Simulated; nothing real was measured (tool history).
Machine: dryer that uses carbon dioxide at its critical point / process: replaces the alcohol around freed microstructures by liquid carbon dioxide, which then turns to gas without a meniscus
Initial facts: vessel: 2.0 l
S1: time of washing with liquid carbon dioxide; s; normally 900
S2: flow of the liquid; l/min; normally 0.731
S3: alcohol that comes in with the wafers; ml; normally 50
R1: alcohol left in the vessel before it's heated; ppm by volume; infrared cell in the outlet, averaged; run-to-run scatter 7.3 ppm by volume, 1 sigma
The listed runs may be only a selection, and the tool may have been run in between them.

{"run": 1, "hour": 0.0, "S1": 900, "S2": 0.731, "S3": 50, "R1": 510}
{"run": 2, "hour": 6.9, "S1": 900, "S2": 0.758, "S3": 50, "R1": 442}
{"run": 3, "hour": 15.6, "S1": 900, "S2": 0.758, "S3": 50, "R1": 450}
{"run": 4, "hour": 20.5, "S1": 1200, "S2": 0.758, "S3": 50, "R1": 158}
{"run": 5, "hour": 30.8, "S1": 1200, "S2": 0.566, "S3": 50, "R1": 481}
{"run": 6, "hour": 41.0, "S1": 660, "S2": 0.731, "S3": 50, "R1": 1396}
{"run": 7, "hour": 46.1, "S1": 660, "S2": 0.731, "S3": 50, "R1": 1425}
{"run": 8, "hour": 51.3, "S1": 1200, "S2": 0.731, "S3": 50, "R1": 202}
{"run": 9, "hour": 59.7, "S1": 1200, "S2": 0.731, "S3": 50, "R1": 208}
{"run": 10, "hour": 66.2, "S1": 900, "S2": 0.731, "S3": 102, "R1": 1013}
{"run": 11, "hour": 70.6, "S1": 900, "S2": 0.731, "S3": 102, "R1": 1024}
{"run": 12, "hour": 80.0, "S1": 900, "S2": 0.731, "S3": 102, "R1": 1041}
{"run": 13, "hour": 85.3, "S1": 840, "S2": 0.731, "S3": 102, "R1": 1333}
{"run": 14, "hour": 91.4, "S1": 900, "S2": 0.731, "S3": 50, "R1": 551}
{"run": 15, "hour": 99.8, "S1": 900, "S2": 0.731, "S3": 59, "R1": 648}
{"run": 16, "hour": 109.3, "S1": 900, "S2": 0.731, "S3": 59, "R1": 649}
{"run": 17, "hour": 116.1, "S1": 900, "S2": 0.731, "S3": 59, "R1": 643}
{"hour": 121.9, "done": "inlet filter changed"}
{"run": 18, "hour": 122.5, "S1": 900, "S2": 0.731, "S3": 59, "R1": 512}
{"run": 19, "hour": 129.1, "S1": 900, "S2": 0.731, "S3": 59, "R1": 500}
{"run": 20, "hour": 138.8, "S1": 720, "S2": 0.731, "S3": 50, "R1": 942}
{"run": 21, "hour": 145.1, "S1": 720, "S2": 0.731, "S3": 50, "R1": 931}
{"run": 22, "hour": 155.4, "S1": 900, "S2": 0.731, "S3": 112, "R1": 919}
{"run": 23, "hour": 161.0, "S1": 900, "S2": 0.668, "S3": 93, "R1": 1116}
{"run": 24, "hour": 169.2, "S1": 600, "S2": 0.731, "S3": 30, "R1": 1017}
{"run": 25, "hour": 176.0, "S1": 660, "S2": 0.731, "S3": 50, "R1": 1268}
{"run": 26, "hour": 180.5, "S1": 1080, "S2": 0.675, "S3": 98, "R1": 575}
{"run": 27, "hour": 184.9, "S1": 1080, "S2": 0.675, "S3": 98, "R1": 562}
{"run": 28, "hour": 190.2, "S1": 1020, "S2": 1.035, "S3": 98, "R1": 153}
{"run": 29, "hour": 200.7, "S1": 1020, "S2": 1.035, "S3": 98, "R1": 161}
{"run": 30, "hour": 209.6, "S1": 1020, "S2": 1.003, "S3": 98, "R1": 173}
{"run": 31, "hour": 216.7, "S1": 1020, "S2": 1.003, "S3": 98, "R1": 181}
{"run": 32, "hour": 223.7, "S1": 780, "S2": 0.458, "S3": 69, "R1": 3704}
{"run": 33, "hour": 233.2, "S1": 540, "S2": 0.458, "S3": 69, "R1": 7445}
{"run": 34, "hour": 241.9, "S1": 540, "S2": 1.227, "S3": 69, "R1": 626}
{"run": 35, "hour": 246.3, "S1": 600, "S2": 0.731, "S3": 53, "R1": 1703}
{"run": 36, "hour": 255.1, "S1": 600, "S2": 0.731, "S3": 53, "R1": 1767}
{"run": 37, "hour": 265.4, "S1": 600, "S2": 0.731, "S3": 33, "R1": 1156}
{"run": 38, "hour": 270.2, "S1": 900, "S2": 0.48, "S3": 50, "R1": 1799}
{"run": 39, "hour": 275.3, "S1": 1200, "S2": 0.48, "S3": 40, "R1": 664}
{"run": 40, "hour": 284.0, "S1": 1020, "S2": 0.738, "S3": 41, "R1": 292}
{"run": 41, "hour": 293.2, "S1": 1020, "S2": 0.738, "S3": 41, "R1": 298}

Subtracting, for every run, the result it would have given without the tool's unlogged condition from the measured result gives the following. The same run-to-run variation enters both numbers; the gauge's scatter may not:
What the log doesn't record here: flow that reaches the vessel past the clogged filter, %; alcohol in the recycled carbon dioxide, ppm; drift of the gauge itself on alcohol_ppm, %.
run=1 R1=+151
run=2 R1=+143
run=3 R1=+147
run=4 R1=+94
run=5 R1=+161
run=6 R1=+293
run=7 R1=+303
run=8 R1=+112
run=9 R1=+114
run=10 R1=+298
run=11 R1=+302
run=12 R1=+317
run=13 R1=+371
run=14 R1=+199
run=15 R1=+226
run=16 R1=+228
run=17 R1=+232
run=18 R1=+92
run=19 R1=+95
run=20 R1=+108
run=21 R1=+111
run=22 R1=+126
run=23 R1=+136
run=24 R1=+127
run=25 R1=+145
run=26 R1=+127
run=27 R1=+127
run=28 R1=+101
run=29 R1=+107
run=30 R1=+107
run=31 R1=+112
run=32 R1=+287
run=33 R1=+391
run=34 R1=+159
run=35 R1=+220
run=36 R1=+237
run=37 R1=+197
run=38 R1=+254
run=39 R1=+174
run=40 R1=+137
run=41 R1=+141
